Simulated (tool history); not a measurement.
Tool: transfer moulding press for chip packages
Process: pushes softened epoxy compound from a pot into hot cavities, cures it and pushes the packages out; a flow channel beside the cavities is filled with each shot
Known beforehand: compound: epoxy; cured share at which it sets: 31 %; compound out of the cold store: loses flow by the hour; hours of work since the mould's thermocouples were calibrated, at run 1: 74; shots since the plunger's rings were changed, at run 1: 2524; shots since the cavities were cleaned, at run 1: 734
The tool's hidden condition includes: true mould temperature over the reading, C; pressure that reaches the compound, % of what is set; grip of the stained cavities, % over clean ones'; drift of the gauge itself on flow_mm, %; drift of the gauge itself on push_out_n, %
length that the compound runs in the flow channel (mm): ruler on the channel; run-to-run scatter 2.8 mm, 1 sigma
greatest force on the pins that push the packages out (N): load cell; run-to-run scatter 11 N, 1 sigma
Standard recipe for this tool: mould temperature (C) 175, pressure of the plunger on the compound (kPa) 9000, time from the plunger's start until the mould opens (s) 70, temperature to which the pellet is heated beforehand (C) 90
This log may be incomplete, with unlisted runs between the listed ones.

| run | hour | mould temperature (C) | pressure of the plunger on the compound (kPa) | time from the plunger's start until the mould opens (s) | temperature to which the pellet is heated beforehand (C) | hours of work since the mould's thermocouples were calibrated | shots since the plunger's rings were changed | shots since the cavities were cleaned | incoming compound's hours out of the cold store | length that the compound runs in the flow channel (mm) | greatest force on the pins that push the packages out (N) |
|---|---|---|---|---|---|---|---|---|---|---|---|
| 1 | 0 | 175 | 9000 | 70 | 90 | 74 | 2524 | 734 | 33.7 | 627 | 482 |
|  | 6.9 | cavities cleaned with cleaning compound and waxed |
| 2 | 55.4 | 175 | 9000 | 70 | 98 | 100 | 3143 | 557 | 43.9 | 597 | 471 |
|  | 81.2 | cavities cleaned with cleaning compound and waxed |
| 3 | 85.6 | 175 | 9000 | 70 | 98 | 114 | 3473 | 51 | 41.3 | 602 | 478 |
|  | 129.7 | plunger's sealing rings changed |
| 4 | 148.7 | 175 | 9000 | 70 | 98 | 144 | 218 | 746 | 34 | 621 | 478 |
|  | 157.1 | cavities cleaned with cleaning compound and waxed |
| 5 | 201.2 | 168 | 9000 | 70 | 98 | 169 | 804 | 507 | 32.4 | 645 | 753 |
|  | 229.2 | cavities cleaned with cleaning compound and waxed |
| 6 | 260.6 | 168 | 9000 | 70 | 98 | 197 | 1469 | 361 | 11.9 | 715 | 826 |
| 7 | 287.8 | 175 | 7310 | 70 | 90 | 210 | 1781 | 673 | 40.1 | 547 | 480 |
|  | 302.5 | cavities cleaned with cleaning compound and waxed |
| 8 | 324.8 | 175 | 7310 | 70 | 90 | 228 | 2189 | 256 | 18.5 | 606 | 503 |
|  | 374.6 | cavities cleaned with cleaning compound and waxed |
| 9 | 388.4 | 175 | 7310 | 103 | 90 | 258 | 2902 | 158 | 36.1 | 563 | 394 |
| 10 | 416.2 | 175 | 7310 | 103 | 90 | 272 | 3221 | 477 | 41.5 | 544 | 397 |
|  | 450.3 | cavities cleaned with cleaning compound and waxed |
| 11 | 477.3 | 175 | 9000 | 70 | 90 | 301 | 3905 | 310 | 35.2 | 621 | 475 |
|  | 485.1 | plunger's sealing rings changed |
|  | 525 | cavities cleaned with cleaning compound and waxed |
| 12 | 534.2 | 175 | 10900 | 70 | 90 | 327 | 546 | 106 | 28 | 710 | 480 |
| 13 | 571 | 175 | 10900 | 70 | 90 | 345 | 968 | 528 | 25.5 | 715 | 504 |
|  | 597.4 | cavities cleaned with cleaning compound and waxed |
| 14 | 628.3 | 175 | 10900 | 70 | 90 | 372 | 1610 | 356 | 23.1 | 721 | 502 |
|  | 669.3 | cavities cleaned with cleaning compound and waxed |
| 15 | 689.3 | 175 | 6910 | 70 | 82 | 401 | 2293 | 231 | 35.5 | 546 | 487 |
| 16 | 718.8 | 175 | 10770 | 70 | 90 | 416 | 2632 | 570 | 14.5 | 747 | 490 |
|  | 744 | cavities cleaned with cleaning compound and waxed |
| 17 | 748.3 | 175 | 10900 | 70 | 89 | 430 | 2952 | 48 | 12.3 | 762 | 515 |
| 18 | 810.2 | 172 | 9000 | 70 | 90 | 460 | 3663 | 759 | 15.4 | 684 | 617 |
|  | 816.1 | cavities cleaned with cleaning compound and waxed |
|  | 838.5 | plunger's sealing rings changed |
| 19 | 870.9 | 172 | 9000 | 70 | 90 | 488 | 372 | 601 | 9.2 | 705 | 631 |
|  | 890.7 | cavities cleaned with cleaning compound and waxed |
| 20 | 927.1 | 175 | 7560 | 61 | 81 | 514 | 999 | 418 | 33.6 | 579 | 661 |
| 21 | 959.7 | 175 | 9220 | 60 | 90 | 530 | 1374 | 793 | 13.3 | 701 | 711 |
|  | 965.4 | cavities cleaned with cleaning compound and waxed |
| 22 | 991.7 | 175 | 9220 | 60 | 90 | 545 | 1724 | 301 | 45.1 | 602 | 649 |
| 23 | 1025.5 | 181 | 9220 | 63 | 90 | 562 | 2113 | 690 | 24.7 | 642 | 452 |
|  | 1040.4 | cavities cleaned with cleaning compound and waxed |
| 24 | 1080.7 | 181 | 8300 | 53 | 81 | 588 | 2729 | 463 | 27.4 | 607 | 651 |
|  | 1111.3 | cavities cleaned with cleaning compound and waxed |
| 25 | 1112.1 | 175 | 10520 | 70 | 90 | 603 | 3072 | 8 | 25.1 | 708 | 506 |
| 26 | 1147.7 | 175 | 8620 | 94 | 86 | 620 | 3481 | 417 | 12.7 | 681 | 384 |
|  | 1184.1 | cavities cleaned with cleaning compound and waxed |
| 27 | 1184.1 | 175 | 8190 | 94 | 87 | 637 | 3882 | 0 | 18.6 | 638 | 393 |

Here are 3 independent what-if runs from the current tool condition. What would each one return?
|  | 1195.3 | plunger's sealing rings changed |
| A | 1224 | 175 | 8190 | 75 | 87 | 656 | 329 | 429 | 30 | ? | ? |
|  | 1195.3 | plunger's sealing rings changed |
| B | 1224 | 175 | 8800 | 70 | 90 | 656 | 329 | 429 | 24.2 | ? | ? |
|  | 1195.3 | plunger's sealing rings changed |
| C | 1224 | 181 | 6960 | 94 | 82 | 656 | 329 | 429 | 24.2 | ? | ? |

| run | length that the compound runs in the flow channel (mm) | greatest force on the pins that push the packages out (N) |
|---|---|---|
| A | 610 | 435 |
| B | 645 | 494 |
| C | 565 | 381 |
Without the tool's unlogged condition, the same runs would have read:
| run | length that the compound runs in the flow channel (mm) | greatest force on the pins that push the packages out (N) |
|---|---|---|
| A | 610 | 433 |
| B | 645 | 491 |
| C | 565 | 379 |
